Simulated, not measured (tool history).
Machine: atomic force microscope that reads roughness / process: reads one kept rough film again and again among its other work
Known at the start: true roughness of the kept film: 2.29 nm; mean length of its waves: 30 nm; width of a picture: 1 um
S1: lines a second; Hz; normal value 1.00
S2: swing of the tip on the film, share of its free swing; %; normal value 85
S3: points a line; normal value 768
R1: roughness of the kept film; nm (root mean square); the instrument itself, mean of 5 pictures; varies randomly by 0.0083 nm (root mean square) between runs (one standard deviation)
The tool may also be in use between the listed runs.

run,hour,S1,S2,S3,R1
1,0.0,1.00,85,768,1.841
2,24.4,1.00,85,768,1.819
3,46.0,1.00,85,768,1.820
4,85.0,1.00,85,768,1.815
5,130.8,1.00,85,768,1.806
6,154.2,1.00,76,768,1.903
# hour 177.8: new tip fitted
7,182.4,1.00,76,768,1.895
8,224.5,1.00,85,768,1.805
9,265.8,1.00,85,768,1.827
10,299.7,1.00,85,768,1.820
11,340.7,1.00,85,768,1.822
# hour 355.1: new tip fitted
12,367.9,1.00,85,768,1.820
13,402.0,1.00,85,817,1.823
14,425.8,3.04,85,817,1.464
15,448.1,3.04,86,817,1.428
16,479.7,1.00,59,768,2.004
17,511.8,1.00,59,768,1.997
# hour 533.8: new tip fitted
18,552.6,1.00,85,768,1.841
19,578.6,1.00,85,768,1.829
20,618.2,1.00,85,768,1.828
21,647.2,1.00,66,768,1.969
22,684.9,1.00,66,768,1.947
# hour 712.1: new tip fitted
23,712.5,1.00,75,768,1.919
24,744.6,1.00,75,768,1.920
25,791.9,1.00,75,768,1.898
26,839.3,3.47,85,332,1.382
27,865.6,0.64,88,768,1.872
# hour 890.2: new tip fitted
28,909.2,0.64,88,768,1.885
29,934.7,1.07,59,720,2.008
30,977.1,1.07,59,720,2.011
31,1007.5,2.09,56,768,1.960
32,1039.9,2.09,56,768,1.964
33,1060.7,0.85,58,768,2.028
# hour 1067.7: new tip fitted
34,1106.2,0.58,78,317,1.962
35,1153.0,1.00,61,325,1.977
36,1177.0,0.62,61,325,2.010
37,1224.8,0.62,61,325,1.995
# hour 1245.6: new tip fitted
38,1274.1,0.62,61,325,2.011
39,1321.9,1.00,89,851,1.784
40,1343.0,1.74,59,646,1.939
41,1383.9,0.75,74,332,1.921
# hour 1424.6: new tip fitted
42,1428.1,0.55,74,391,1.993
43,1476.9,0.52,71,477,2.028
44,1513.9,0.88,55,768,2.040

3 ways to go on from here, each from the tool as it stands after run 44. What would each give?
A,1552.6,3.47,85,857,?
B,1552.6,1.00,85,433,?
C,1552.6,0.81,81,648,?

run,R1
A,1.390
B,1.822
C,1.881
What these runs would have given with no unlogged condition in the tool:
run,R1
A,1.394
B,1.827
C,1.886

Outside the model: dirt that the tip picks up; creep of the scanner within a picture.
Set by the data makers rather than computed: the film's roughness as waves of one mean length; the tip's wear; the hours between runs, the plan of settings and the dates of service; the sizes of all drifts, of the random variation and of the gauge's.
